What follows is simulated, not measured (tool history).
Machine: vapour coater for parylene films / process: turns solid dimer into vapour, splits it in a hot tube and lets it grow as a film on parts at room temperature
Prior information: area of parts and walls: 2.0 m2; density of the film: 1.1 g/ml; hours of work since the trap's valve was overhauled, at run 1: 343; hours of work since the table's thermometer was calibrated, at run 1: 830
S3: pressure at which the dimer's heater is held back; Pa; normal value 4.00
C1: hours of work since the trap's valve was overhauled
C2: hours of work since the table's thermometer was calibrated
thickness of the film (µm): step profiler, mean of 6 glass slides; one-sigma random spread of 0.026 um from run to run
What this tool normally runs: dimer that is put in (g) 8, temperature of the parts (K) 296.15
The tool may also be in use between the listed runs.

{"run": 1, "hour": 0.0, "dimer that is put in (g)": 8, "temperature of the parts (K)": 296.15, "S3": 4.0, "C1": 343, "C2": 830, "thickness of the film (µm)": 1.92}
{"run": 2, "hour": 19.1, "dimer that is put in (g)": 8, "temperature of the parts (K)": 296.15, "S3": 4.0, "C1": 360, "C2": 846, "thickness of the film (µm)": 1.93}
{"hour": 31.6, "done": "trap's valve overhauled"}
{"run": 3, "hour": 41.3, "dimer that is put in (g)": 8, "temperature of the parts (K)": 296.15, "S3": 4.0, "C1": 8, "C2": 862, "thickness of the film (µm)": 2.24}
{"run": 4, "hour": 70.3, "dimer that is put in (g)": 8, "temperature of the parts (K)": 296.15, "S3": 4.0, "C1": 34, "C2": 888, "thickness of the film (µm)": 2.16}
{"run": 5, "hour": 90.6, "dimer that is put in (g)": 8, "temperature of the parts (K)": 296.15, "S3": 4.0, "C1": 52, "C2": 905, "thickness of the film (µm)": 2.12}
{"run": 6, "hour": 121.2, "dimer that is put in (g)": 8, "temperature of the parts (K)": 296.15, "S3": 4.0, "C1": 78, "C2": 932, "thickness of the film (µm)": 2.13}
{"run": 7, "hour": 154.1, "dimer that is put in (g)": 8, "temperature of the parts (K)": 296.15, "S3": 4.0, "C1": 107, "C2": 961, "thickness of the film (µm)": 2.09}
{"run": 8, "hour": 175.4, "dimer that is put in (g)": 8, "temperature of the parts (K)": 296.15, "S3": 4.0, "C1": 126, "C2": 980, "thickness of the film (µm)": 2.15}
{"run": 9, "hour": 191.9, "dimer that is put in (g)": 12, "temperature of the parts (K)": 305.15, "S3": 5.4, "C1": 140, "C2": 994, "thickness of the film (µm)": 2.3}
{"run": 10, "hour": 226.7, "dimer that is put in (g)": 12, "temperature of the parts (K)": 305.15, "S3": 5.4, "C1": 170, "C2": 1024, "thickness of the film (µm)": 2.29}
{"run": 11, "hour": 257.3, "dimer that is put in (g)": 4, "temperature of the parts (K)": 290.15, "S3": 3.96, "C1": 197, "C2": 1051, "thickness of the film (µm)": 1.27}
{"run": 12, "hour": 280.6, "dimer that is put in (g)": 13, "temperature of the parts (K)": 291.15, "S3": 3.33, "C1": 218, "C2": 1071, "thickness of the film (µm)": 4.04}
{"run": 13, "hour": 311.6, "dimer that is put in (g)": 7, "temperature of the parts (K)": 290.15, "S3": 4.0, "C1": 245, "C2": 1099, "thickness of the film (µm)": 2.12}
{"run": 14, "hour": 343.5, "dimer that is put in (g)": 3, "temperature of the parts (K)": 289.15, "S3": 4.0, "C1": 273, "C2": 1126, "thickness of the film (µm)": 0.97}

Below are 5 alternative next runs, each starting from the tool's condition after run 14. Predict each:
{"run": "A", "hour": 361.3, "dimer that is put in (g)": 4, "temperature of the parts (K)": 289.15, "S3": 2.46, "C1": 288, "C2": 1142, "thickness of the film (µm)": "?"}
{"run": "B", "hour": 361.3, "dimer that is put in (g)": 6, "temperature of the parts (K)": 289.15, "S3": 7.39, "C1": 288, "C2": 1142, "thickness of the film (µm)": "?"}
{"run": "C", "hour": 361.3, "dimer that is put in (g)": 8, "temperature of the parts (K)": 301.15, "S3": 4.0, "C1": 288, "C2": 1142, "thickness of the film (µm)": "?"}
{"run": "D", "hour": 361.3, "dimer that is put in (g)": 7, "temperature of the parts (K)": 292.15, "S3": 2.12, "C1": 288, "C2": 1142, "thickness of the film (µm)": "?"}
{"run": "E", "hour": 361.3, "dimer that is put in (g)": 6, "temperature of the parts (K)": 296.15, "S3": 4.0, "C1": 288, "C2": 1142, "thickness of the film (µm)": "?"}

run=A thickness_of_the_film_(µm)=1.26
run=B thickness_of_the_film_(µm)=1.81
run=C thickness_of_the_film_(µm)=1.69
run=D thickness_of_the_film_(µm)=2.09
run=E thickness_of_the_film_(µm)=1.49
Without the tool's hidden state the same runs would have given:
run=A thickness_of_the_film_(µm)=1.38
run=B thickness_of_the_film_(µm)=1.96
run=C thickness_of_the_film_(µm)=1.83
run=D thickness_of_the_film_(µm)=2.27
run=E thickness_of_the_film_(µm)=1.62

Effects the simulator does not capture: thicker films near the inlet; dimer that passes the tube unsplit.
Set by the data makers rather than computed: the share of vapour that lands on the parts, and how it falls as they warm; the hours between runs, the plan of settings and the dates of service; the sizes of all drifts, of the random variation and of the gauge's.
